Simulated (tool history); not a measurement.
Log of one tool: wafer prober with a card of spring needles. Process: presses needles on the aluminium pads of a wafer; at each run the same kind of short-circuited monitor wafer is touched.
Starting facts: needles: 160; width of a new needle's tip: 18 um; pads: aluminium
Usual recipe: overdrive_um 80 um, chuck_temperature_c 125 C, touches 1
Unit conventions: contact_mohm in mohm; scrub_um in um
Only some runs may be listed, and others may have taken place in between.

run 1 hour=0.0 | overdrive_um=80 chuck_temperature_c=125 touches=1 | contact_mohm=158 scrub_um=17.41
-- hour=5.2 tips cleaned on abrasive film
-- hour=11.6 tips cleaned on abrasive film
-- hour=15.7 height of the first contact set anew
-- hour=18.4 tips cleaned on abrasive film
-- hour=24.8 tips cleaned on abrasive film
run 2 hour=25.9 | overdrive_um=73 chuck_temperature_c=125 touches=1 | contact_mohm=170 scrub_um=16.42
-- hour=31.1 tips cleaned on abrasive film
-- hour=37.5 tips cleaned on abrasive film
-- hour=42.7 tips cleaned on abrasive film
-- hour=49.2 tips cleaned on abrasive film
-- hour=55.6 tips cleaned on abrasive film
run 3 hour=58.7 | overdrive_um=73 chuck_temperature_c=125 touches=1 | contact_mohm=185 scrub_um=16.27
-- hour=61.4 tips cleaned on abrasive film
-- hour=67.8 tips cleaned on abrasive film
-- hour=74.3 tips cleaned on abrasive film
-- hour=79.4 tips cleaned on abrasive film
-- hour=85.9 tips cleaned on abrasive film
run 4 hour=86.5 | overdrive_um=73 chuck_temperature_c=125 touches=1 | contact_mohm=168 scrub_um=16.11
-- hour=91.7 tips cleaned on abrasive film
-- hour=98.2 tips cleaned on abrasive film
-- hour=103.4 tips cleaned on abrasive film
-- hour=109.8 tips cleaned on abrasive film
run 5 hour=114.5 | overdrive_um=73 chuck_temperature_c=125 touches=1 | contact_mohm=196 scrub_um=16.02
-- hour=115.8 tips cleaned on abrasive film
-- hour=122.3 tips cleaned on abrasive film
-- hour=128.7 tips cleaned on abrasive film
run 6 hour=132.3 | overdrive_um=75 chuck_temperature_c=125 touches=1 | contact_mohm=192 scrub_um=16.43
-- hour=135.0 tips cleaned on abrasive film
-- hour=141.4 tips cleaned on abrasive film
-- hour=146.6 tips cleaned on abrasive film
-- hour=153.1 tips cleaned on abrasive film
run 7 hour=154.1 | overdrive_um=75 chuck_temperature_c=125 touches=1 | contact_mohm=177 scrub_um=16.27
-- hour=159.3 tips cleaned on abrasive film
-- hour=165.7 tips cleaned on abrasive film
-- hour=169.8 height of the first contact set anew
-- hour=171.2 tips cleaned on abrasive film
-- hour=177.7 tips cleaned on abrasive film
run 8 hour=182.4 | overdrive_um=80 chuck_temperature_c=125 touches=2 | contact_mohm=176 scrub_um=17.97
-- hour=183.8 tips cleaned on abrasive film
-- hour=189.0 tips cleaned on abrasive film
-- hour=195.4 tips cleaned on abrasive film
-- hour=201.9 tips cleaned on abrasive film
-- hour=208.3 tips cleaned on abrasive film
run 9 hour=212.0 | overdrive_um=80 chuck_temperature_c=125 touches=2 | contact_mohm=180 scrub_um=17.98
-- hour=214.6 tips cleaned on abrasive film
-- hour=219.8 tips cleaned on abrasive film
-- hour=226.2 tips cleaned on abrasive film
-- hour=232.7 tips cleaned on abrasive film
-- hour=239.1 tips cleaned on abrasive film
run 10 hour=241.0 | overdrive_um=80 chuck_temperature_c=125 touches=2 | contact_mohm=170 scrub_um=17.72
-- hour=244.9 tips cleaned on abrasive film
-- hour=251.3 tips cleaned on abrasive film
-- hour=257.8 tips cleaned on abrasive film
-- hour=264.2 tips cleaned on abrasive film
-- hour=269.4 tips cleaned on abrasive film
run 11 hour=269.4 | overdrive_um=80 chuck_temperature_c=125 touches=2 | contact_mohm=162 scrub_um=17.59
-- hour=275.9 tips cleaned on abrasive film
-- hour=282.3 tips cleaned on abrasive film
-- hour=287.5 tips cleaned on abrasive film
run 12 hour=288.9 | overdrive_um=80 chuck_temperature_c=125 touches=2 | contact_mohm=168 scrub_um=17.65
-- hour=292.9 tips cleaned on abrasive film
-- hour=299.3 tips cleaned on abrasive film
-- hour=305.8 tips cleaned on abrasive film
-- hour=312.2 tips cleaned on abrasive film
run 13 hour=316.6 | overdrive_um=80 chuck_temperature_c=125 touches=2 | contact_mohm=181 scrub_um=17.63
-- hour=318.0 tips cleaned on abrasive film
-- hour=323.4 height of the first contact set anew
-- hour=324.7 tips cleaned on abrasive film
-- hour=331.2 tips cleaned on abrasive film
-- hour=337.6 tips cleaned on abrasive film
-- hour=344.1 tips cleaned on abrasive film
-- hour=349.3 tips cleaned on abrasive film
run 14 hour=349.4 | overdrive_um=80 chuck_temperature_c=125 touches=1 | contact_mohm=159 scrub_um=17.93
-- hour=354.6 tips cleaned on abrasive film
-- hour=359.8 tips cleaned on abrasive film
-- hour=366.2 tips cleaned on abrasive film
-- hour=372.7 tips cleaned on abrasive film
-- hour=379.1 tips cleaned on abrasive film
run 15 hour=382.5 | overdrive_um=75 chuck_temperature_c=74 touches=1 | contact_mohm=189 scrub_um=16.65
-- hour=385.2 tips cleaned on abrasive film
-- hour=391.6 tips cleaned on abrasive film
-- hour=398.1 tips cleaned on abrasive film
-- hour=404.5 tips cleaned on abrasive film
run 16 hour=407.4 | overdrive_um=80 chuck_temperature_c=125 touches=1 | contact_mohm=190 scrub_um=17.80
-- hour=410.0 tips cleaned on abrasive film
-- hour=416.5 tips cleaned on abrasive film
-- hour=422.9 tips cleaned on abrasive film
-- hour=429.4 tips cleaned on abrasive film
-- hour=435.8 tips cleaned on abrasive film
run 17 hour=438.9 | overdrive_um=89 chuck_temperature_c=125 touches=2 | contact_mohm=172 scrub_um=19.64
-- hour=441.6 tips cleaned on abrasive film
-- hour=448.0 tips cleaned on abrasive film
-- hour=454.5 tips cleaned on abrasive film
run 18 hour=459.3 | overdrive_um=72 chuck_temperature_c=59 touches=2 | contact_mohm=180 scrub_um=15.71
-- hour=460.7 tips cleaned on abrasive film
-- hour=467.1 tips cleaned on abrasive film
-- hour=473.6 tips cleaned on abrasive film
-- hour=477.7 height of the first contact set anew
-- hour=480.3 tips cleaned on abrasive film
-- hour=486.8 tips cleaned on abrasive film
-- hour=492.6 tips cleaned on abrasive film
run 19 hour=492.6 | overdrive_um=69 chuck_temperature_c=125 touches=3 | contact_mohm=165 scrub_um=15.62
-- hour=497.7 tips cleaned on abrasive film
-- hour=504.2 tips cleaned on abrasive film
-- hour=509.4 tips cleaned on abrasive film
run 20 hour=509.4 | overdrive_um=61 chuck_temperature_c=43 touches=2 | contact_mohm=156 scrub_um=13.64
-- hour=514.6 tips cleaned on abrasive film
-- hour=519.8 tips cleaned on abrasive film
-- hour=526.2 tips cleaned on abrasive film
-- hour=532.1 tips cleaned on abrasive film
run 21 hour=532.1 | overdrive_um=61 chuck_temperature_c=43 touches=2 | contact_mohm=159 scrub_um=13.55
-- hour=538.5 tips cleaned on abrasive film
-- hour=544.9 tips cleaned on abrasive film
-- hour=551.4 tips cleaned on abrasive film
run 22 hour=555.1 | overdrive_um=91 chuck_temperature_c=56 touches=1 | contact_mohm=176 scrub_um=20.18
-- hour=557.7 tips cleaned on abrasive film
-- hour=562.9 tips cleaned on abrasive film
-- hour=569.4 tips cleaned on abrasive film
run 23 hour=571.3 | overdrive_um=91 chuck_temperature_c=56 touches=1 | contact_mohm=166 scrub_um=20.03
-- hour=575.2 tips cleaned on abrasive film
-- hour=581.7 tips cleaned on abrasive film
-- hour=588.1 tips cleaned on abrasive film
run 24 hour=588.5 | overdrive_um=91 chuck_temperature_c=56 touches=1 | contact_mohm=152 scrub_um=19.94
-- hour=593.6 tips cleaned on abrasive film
-- hour=600.1 tips cleaned on abrasive film
-- hour=606.5 tips cleaned on abrasive film
run 25 hour=610.9 | overdrive_um=84 chuck_temperature_c=56 touches=1 | contact_mohm=190 scrub_um=18.49
-- hour=612.3 tips cleaned on abrasive film
-- hour=618.8 tips cleaned on abrasive film
-- hour=625.2 tips cleaned on abrasive film
-- hour=631.7 tips cleaned on abrasive film
-- hour=632.0 height of the first contact set anew
run 26 hour=636.0 | overdrive_um=92 chuck_temperature_c=76 touches=2 | contact_mohm=168 scrub_um=20.65

Some steps in contact_mohm between neighbouring runs. How much of each would the tool show without its hidden state too (settings, what came in, random variation), and how much is left for the hidden state, with any gauge scatter that isn't in both results?
What the log doesn't record here: debris on the tips, nm; way that the needles fall short of the set height, um; tips' diameter, um; drift of the gauge itself on contact_mohm, %; drift of the gauge itself on scrub_um, %.
Run 14 -> 15: overdrive_um 80 -> 75, chuck_temperature_c 125 -> 74, tips cleaned on abrasive film, tips cleaned on abrasive film, tips cleaned on abrasive film, tips cleaned on abrasive film, tips cleaned on abrasive film. contact_mohm +30 mohm: hidden state +35, all else -5.
Run 24 -> 25: overdrive_um 91 -> 84, tips cleaned on abrasive film, tips cleaned on abrasive film, tips cleaned on abrasive film. contact_mohm +38 mohm: hidden state +34, all else +4.
